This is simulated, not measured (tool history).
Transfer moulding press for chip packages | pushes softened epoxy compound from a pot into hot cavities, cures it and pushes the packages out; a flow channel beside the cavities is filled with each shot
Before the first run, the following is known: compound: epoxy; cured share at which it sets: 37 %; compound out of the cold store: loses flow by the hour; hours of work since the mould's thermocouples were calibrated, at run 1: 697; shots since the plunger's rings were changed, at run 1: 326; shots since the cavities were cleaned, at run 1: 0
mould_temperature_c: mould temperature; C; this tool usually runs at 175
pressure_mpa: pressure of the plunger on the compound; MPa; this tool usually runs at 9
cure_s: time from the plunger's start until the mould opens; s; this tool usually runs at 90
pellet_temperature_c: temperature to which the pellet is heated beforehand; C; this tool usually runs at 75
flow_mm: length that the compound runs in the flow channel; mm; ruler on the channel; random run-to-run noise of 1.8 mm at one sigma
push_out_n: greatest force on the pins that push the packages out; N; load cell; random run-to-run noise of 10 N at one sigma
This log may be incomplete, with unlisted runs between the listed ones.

| run | hour | mould_temperature_c | pressure_mpa | cure_s | pellet_temperature_c | hours of work since the mould's thermocouples were calibrated | shots since the plunger's rings were changed | shots since the cavities were cleaned | incoming compound's hours out of the cold store | flow_mm | push_out_n |
|---|---|---|---|---|---|---|---|---|---|---|---|
| 1 | 0 | 175 | 9 | 90 | 75 | 697 | 326 | 0 | 31.1 | 595 | 459 |
| 2 | 23.9 | 175 | 9 | 90 | 75 | 713 | 673 | 347 | 29.5 | 596 | 497 |
| 3 | 46.1 | 175 | 8.02 | 90 | 75 | 728 | 996 | 670 | 25.3 | 571 | 466 |
|  | 61.2 | cavities cleaned with cleaning compound and waxed |
| 4 | 64.1 | 175 | 8.02 | 90 | 75 | 740 | 1235 | 42 | 17.5 | 589 | 483 |
| 5 | 88.6 | 175 | 8.02 | 90 | 75 | 757 | 1590 | 397 | 9.6 | 599 | 521 |
| 6 | 113 | 175 | 8.02 | 90 | 75 | 774 | 1944 | 751 | 26.7 | 566 | 466 |
|  | 122.3 | cavities cleaned with cleaning compound and waxed |
|  | 147.2 | mould's thermocouples calibrated |
| 7 | 148.3 | 175 | 9 | 111 | 75 | 1 | 2405 | 347 | 12.4 | 633 | 404 |
| 8 | 167.3 | 175 | 9 | 111 | 75 | 14 | 2681 | 623 | 21.2 | 613 | 406 |
| 9 | 180.9 | 175 | 9 | 111 | 75 | 23 | 2879 | 821 | 38.4 | 580 | 380 |
|  | 187 | cavities cleaned with cleaning compound and waxed |
| 10 | 202.9 | 175 | 9 | 90 | 68 | 37 | 3176 | 230 | 46.1 | 569 | 474 |
| 11 | 223.5 | 175 | 7.68 | 90 | 75 | 52 | 3475 | 529 | 40.9 | 531 | 488 |
| 12 | 240.8 | 175 | 7.68 | 90 | 75 | 64 | 3725 | 779 | 37.3 | 538 | 471 |
|  | 252 | plunger's sealing rings changed |
|  | 253.5 | cavities cleaned with cleaning compound and waxed |
| 13 | 268.4 | 175 | 7.68 | 90 | 75 | 80 | 216 | 216 | 27.1 | 557 | 481 |
| 14 | 286.2 | 177 | 10.85 | 90 | 75 | 92 | 474 | 474 | 28.5 | 654 | 432 |
| 15 | 303.3 | 178 | 10.85 | 116 | 75 | 104 | 722 | 722 | 48 | 613 | 375 |
|  | 314.8 | cavities cleaned with cleaning compound and waxed |
| 16 | 331.7 | 181 | 6.9 | 85 | 66 | 122 | 1112 | 245 | 11.8 | 546 | 432 |
| 17 | 362.9 | 175 | 9 | 90 | 75 | 144 | 1565 | 698 | 27.6 | 602 | 477 |
|  | 377.8 | cavities cleaned with cleaning compound and waxed |
| 18 | 393.4 | 182 | 9 | 90 | 75 | 164 | 1986 | 227 | 23.9 | 600 | 407 |

Forecast each of these 3 alternatives for the next run:
| A | 422.3 | 174 | 8.47 | 124 | 75 | 184 | 2405 | 646 | 15.1 | ? | ? |
| B | 422.3 | 178 | 8.25 | 74 | 75 | 184 | 2405 | 646 | 39.2 | ? | ? |
| C | 422.3 | 174 | 7.08 | 93 | 75 | 184 | 2405 | 646 | 46.2 | ? | ? |

| run | flow_mm | push_out_n |
|---|---|---|
| A | 610 | 374 |
| B | 550 | 572 |
| C | 504 | 492 |
The same runs, with their run-to-run variation unchanged, on a tool lacking any hidden condition would have given:
| run | flow_mm | push_out_n |
|---|---|---|
| A | 611 | 368 |
| B | 550 | 563 |
| C | 505 | 485 |

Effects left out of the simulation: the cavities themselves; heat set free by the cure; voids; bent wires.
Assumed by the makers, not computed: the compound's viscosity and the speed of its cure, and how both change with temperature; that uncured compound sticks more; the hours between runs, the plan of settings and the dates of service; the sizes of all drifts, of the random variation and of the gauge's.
